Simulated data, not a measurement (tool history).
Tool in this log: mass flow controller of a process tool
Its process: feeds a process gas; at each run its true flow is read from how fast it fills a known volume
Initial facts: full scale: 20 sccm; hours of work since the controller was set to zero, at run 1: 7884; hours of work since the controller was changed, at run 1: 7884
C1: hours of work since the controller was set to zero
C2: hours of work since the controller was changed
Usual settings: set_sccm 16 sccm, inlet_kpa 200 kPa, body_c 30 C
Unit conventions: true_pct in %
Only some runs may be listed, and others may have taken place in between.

{"run": 1, "hour": 0.0, "set_sccm": 16, "inlet_kpa": 200, "body_c": 30, "C1": 7884, "C2": 7884, "true_pct": 99.09}
{"run": 2, "hour": 389.7, "set_sccm": 13, "inlet_kpa": 200, "body_c": 30, "C1": 8172, "C2": 8172, "true_pct": 98.7}
{"hour": 434.0, "done": "controller's zero set anew"}
{"run": 3, "hour": 619.8, "set_sccm": 13, "inlet_kpa": 200, "body_c": 30, "C1": 138, "C2": 8342, "true_pct": 98.69}
{"run": 4, "hour": 1038.3, "set_sccm": 13, "inlet_kpa": 200, "body_c": 30, "C1": 447, "C2": 8652, "true_pct": 98.41}
{"run": 5, "hour": 1339.7, "set_sccm": 13, "inlet_kpa": 200, "body_c": 30, "C1": 670, "C2": 8875, "true_pct": 98.23}
{"hour": 1437.5, "done": "controller exchanged for a calibrated one"}
{"run": 6, "hour": 1543.2, "set_sccm": 13, "inlet_kpa": 200, "body_c": 30, "C1": 78, "C2": 78, "true_pct": 98.35}
{"run": 7, "hour": 1867.1, "set_sccm": 13, "inlet_kpa": 200, "body_c": 30, "C1": 318, "C2": 318, "true_pct": 98.16}
{"run": 8, "hour": 2231.4, "set_sccm": 16, "inlet_kpa": 162, "body_c": 30, "C1": 588, "C2": 588, "true_pct": 98.5}
{"run": 9, "hour": 2435.7, "set_sccm": 16, "inlet_kpa": 162, "body_c": 20, "C1": 739, "C2": 739, "true_pct": 99.39}
{"run": 10, "hour": 2775.3, "set_sccm": 16, "inlet_kpa": 162, "body_c": 20, "C1": 990, "C2": 990, "true_pct": 99.43}
{"run": 11, "hour": 2986.7, "set_sccm": 5, "inlet_kpa": 170, "body_c": 23, "C1": 1147, "C2": 1147, "true_pct": 98.06}
{"run": 12, "hour": 3264.2, "set_sccm": 3, "inlet_kpa": 186, "body_c": 32, "C1": 1352, "C2": 1352, "true_pct": 96.79}
{"run": 13, "hour": 3548.4, "set_sccm": 4, "inlet_kpa": 272, "body_c": 40, "C1": 1562, "C2": 1562, "true_pct": 95.68}
{"run": 14, "hour": 3830.5, "set_sccm": 2, "inlet_kpa": 200, "body_c": 23, "C1": 1771, "C2": 1771, "true_pct": 97.44}
{"run": 15, "hour": 4172.0, "set_sccm": 2, "inlet_kpa": 200, "body_c": 23, "C1": 2024, "C2": 2024, "true_pct": 97.33}
{"hour": 4329.5, "done": "gauge calibrated"}
{"run": 16, "hour": 4506.7, "set_sccm": 2, "inlet_kpa": 200, "body_c": 23, "C1": 2272, "C2": 2272, "true_pct": 98.67}
{"run": 17, "hour": 4860.9, "set_sccm": 2, "inlet_kpa": 200, "body_c": 23, "C1": 2534, "C2": 2534, "true_pct": 98.58}

Forecast each of these 4 alternatives for the next run:
{"run": "A", "hour": 5096.5, "set_sccm": 3, "inlet_kpa": 200, "body_c": 30, "C1": 2708, "C2": 2708, "true_pct": "?"}
{"run": "B", "hour": 5096.5, "set_sccm": 3, "inlet_kpa": 249, "body_c": 25, "C1": 2708, "C2": 2708, "true_pct": "?"}
{"run": "C", "hour": 5096.5, "set_sccm": 5, "inlet_kpa": 244, "body_c": 39, "C1": 2708, "C2": 2708, "true_pct": "?"}
{"run": "D", "hour": 5096.5, "set_sccm": 3, "inlet_kpa": 240, "body_c": 30, "C1": 2708, "C2": 2708, "true_pct": "?"}

run=A true_pct=97.65
run=B true_pct=98.14
run=C true_pct=96.86
run=D true_pct=97.75
Stripped of hidden state, with their random variation kept, the same runs would have yielded:
run=A true_pct=97.91
run=B true_pct=98.41
run=C true_pct=97.12
run=D true_pct=98.01
